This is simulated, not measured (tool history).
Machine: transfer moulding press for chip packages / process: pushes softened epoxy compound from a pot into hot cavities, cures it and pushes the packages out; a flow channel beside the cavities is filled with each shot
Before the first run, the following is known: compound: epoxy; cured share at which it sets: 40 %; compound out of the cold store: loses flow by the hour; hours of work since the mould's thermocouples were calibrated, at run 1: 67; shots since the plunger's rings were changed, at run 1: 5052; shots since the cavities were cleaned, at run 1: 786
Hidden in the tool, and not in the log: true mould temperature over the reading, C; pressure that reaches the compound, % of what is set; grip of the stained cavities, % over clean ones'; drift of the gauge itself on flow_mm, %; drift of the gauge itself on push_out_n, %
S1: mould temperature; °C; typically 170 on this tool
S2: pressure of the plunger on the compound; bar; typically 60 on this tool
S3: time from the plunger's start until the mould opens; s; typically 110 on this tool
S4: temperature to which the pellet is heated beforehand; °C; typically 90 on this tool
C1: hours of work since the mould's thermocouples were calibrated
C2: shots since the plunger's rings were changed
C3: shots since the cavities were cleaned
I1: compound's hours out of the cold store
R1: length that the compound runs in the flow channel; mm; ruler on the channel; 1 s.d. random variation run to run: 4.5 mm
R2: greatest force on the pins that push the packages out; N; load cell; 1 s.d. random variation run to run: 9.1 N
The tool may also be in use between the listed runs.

run	hour	S1	S2	S3	S4	C1	C2	C3	I1	R1	R2
1	0	170	60	110	90	67	5052	786	9	839	697
2	5	170	60	110	90	70	5095	829	42.7	759	675
# hour 10.1: cavities cleaned with cleaning compound and waxed
3	14.7	170	60	110	90	74	5167	40	19.9	812	447
4	20.7	170	60	110	90	78	5219	92	23.2	807	469
5	28.8	170	60	110	90	82	5289	162	33.4	792	508
6	37.7	170	60	110	90	87	5367	240	28.8	792	528
7	44.9	170	60	110	90	91	5428	301	21.1	809	563
8	52.5	170	60	110	90	95	5495	368	16.8	821	581
9	59.7	170	60	110	90	99	5557	430	36.1	775	620
10	65.3	170	60	110	90	102	5606	479	44.9	751	608
11	73.2	170	60	110	90	106	5674	547	24.4	813	607
# hour 80.1: plunger's sealing rings changed
12	81.4	170	60	110	90	109	12	597	38.8	800	648
13	86	170	60	110	90	112	52	637	45.9	791	624
14	94.1	170	60	109	90	116	122	707	10.8	871	694
15	101.5	170	60	109	90	120	186	771	28.9	823	696
# hour 113.2: cavities cleaned with cleaning compound and waxed
16	113.2	164	68.1	139	99	126	274	0	44.9	865	391
17	120.8	164	68.1	139	99	130	340	66	33.8	897	427
18	126.3	163	46.2	139	99	133	388	114	38.8	728	482
19	136.3	163	46.2	139	99	138	474	200	16.6	776	525
20	145.1	167	60	110	90	143	551	277	23.2	849	623
21	155.3	171	48	147	80	149	639	365	37.7	714	518
22	161	170	51.7	110	90	152	689	415	23.6	775	577
23	168.3	175	47	110	93	156	752	478	33.6	699	523
24	178.7	177	60.2	110	90	161	842	568	37.3	776	609
25	186.2	177	60.2	110	90	165	907	633	29.8	788	585
26	194.8	170	60.2	135	89	170	981	707	25.1	835	606
27	202.1	167	64.6	138	92	174	1045	771	22.9	869	642
28	210.8	167	64.6	138	92	179	1120	846	41.4	830	639

For run 29, what comes out?
# hour 213.7: cavities cleaned with cleaning compound and waxed
29	220.6	164	51	138	84	183	1192	60	35.6	?	?

R1: 768 mm
R2: 455 N
Minus the tool's unlogged condition, the same run would have read R1 775 mm, R2 414 N.
